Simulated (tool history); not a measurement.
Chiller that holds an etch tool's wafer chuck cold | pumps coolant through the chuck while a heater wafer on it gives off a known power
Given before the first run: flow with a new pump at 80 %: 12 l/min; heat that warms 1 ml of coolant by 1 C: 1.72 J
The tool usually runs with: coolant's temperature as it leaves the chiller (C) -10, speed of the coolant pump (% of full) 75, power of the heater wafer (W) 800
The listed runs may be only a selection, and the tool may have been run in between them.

| run | hour | coolant's temperature as it leaves the chiller (C) | speed of the coolant pump (% of full) | power of the heater wafer (W) | chuck's temperature once it has settled (C) | how much warmer the coolant comes back (C) |
|---|---|---|---|---|---|---|
| 1 | 0 | -10 | 75 | 800 | -4.3 | 2.56 |
| 2 | 29.9 | -10 | 75 | 892 | -3.6 | 2.88 |
| 3 | 43.5 | -10 | 75 | 892 | -3.5 | 2.92 |
| 4 | 73.6 | -10 | 75 | 421 | -7.2 | 1.34 |
| 5 | 103 | -10 | 75 | 421 | -7.1 | 1.4 |
| 6 | 126.5 | -10 | 75 | 421 | -7 | 1.38 |
| 7 | 157.1 | -10 | 75 | 421 | -7.1 | 1.39 |
| 8 | 173.6 | -10 | 75 | 421 | -7 | 1.37 |
| 9 | 188.7 | -5 | 75 | 800 | 0.7 | 2.58 |
| 10 | 202.3 | -5 | 75 | 800 | 0.7 | 2.62 |
| 11 | 230.2 | -5 | 75 | 800 | 0.7 | 2.6 |
| 12 | 247 | -5 | 75 | 800 | 0.8 | 2.6 |
| 13 | 265.6 | -10 | 98 | 800 | -5.2 | 1.95 |
| 14 | 295.7 | -10 | 98 | 800 | -5.1 | 1.95 |
| 15 | 317.9 | -10 | 98 | 800 | -5.1 | 1.9 |
| 16 | 347.6 | -10 | 98 | 800 | -5.1 | 1.93 |
| 17 | 376.3 | -14 | 75 | 800 | -8.3 | 2.62 |
| 18 | 398.1 | -5 | 75 | 800 | 0.9 | 2.6 |
| 19 | 414 | -13 | 60 | 1134 | -3.3 | 4.76 |
| 20 | 430.6 | -10 | 98 | 800 | -5 | 1.93 |
| 21 | 461.1 | 0 | 79 | 644 | 4.6 | 2.05 |
| 22 | 489.6 | -4 | 76 | 1018 | 3.3 | 3.27 |
| 23 | 508.6 | -10 | 65 | 549 | -5.7 | 2.1 |
| 24 | 522.5 | -10 | 76 | 549 | -6.1 | 1.79 |
| 25 | 540 | -10 | 76 | 549 | -6.1 | 1.76 |
| 26 | 567.5 | -10 | 70 | 800 | -3.9 | 2.86 |
| 27 | 587.1 | -10 | 70 | 800 | -3.8 | 2.82 |
| 28 | 618.4 | -10 | 75 | 617 | -5.6 | 2.06 |
| 29 | 634.3 | -10 | 87 | 677 | -5.5 | 1.92 |
| 30 | 661.5 | -6 | 70 | 890 | 0.8 | 3.14 |
| 31 | 690.9 | -8 | 82 | 423 | -5.3 | 1.23 |
|  | 705.2 | chiller's thermometer calibrated |
| 32 | 712.4 | -8 | 82 | 423 | -5.1 | 1.22 |

How would selected steps in how much warmer the coolant comes back (C) from run to run divide? Give the signed amount a tool lacking its hidden state would still show from settings, what came in and random variation, and the signed amount left for the hidden state, including any gauge scatter that is not in both of the compared results.
The hidden state here: heat passed by the chuck's channels, % of clean ones'; flow at a given pump speed, % of a new pump's; coolant's true temperature over the reading, C; drift of the gauge itself on chuck_c, C; drift of the gauge itself on warmer_back_c, C.
Run 18 -> 19: coolant's temperature as it leaves the chiller (C) -5 -> -13, speed of the coolant pump (% of full) 75 -> 60, power of the heater wafer (W) 800 -> 1134. how much warmer the coolant comes back (C) +2.16: hidden state +0.1, all else +2.06.
Run 19 -> 20: coolant's temperature as it leaves the chiller (C) -13 -> -10, speed of the coolant pump (% of full) 60 -> 98, power of the heater wafer (W) 1134 -> 800. how much warmer the coolant comes back (C) -2.83: hidden state -0.12, all else -2.71.
Run 30 -> 31: coolant's temperature as it leaves the chiller (C) -6 -> -8, speed of the coolant pump (% of full) 70 -> 82, power of the heater wafer (W) 890 -> 423. how much warmer the coolant comes back (C) -1.91: hidden state -0.1, all else -1.81.
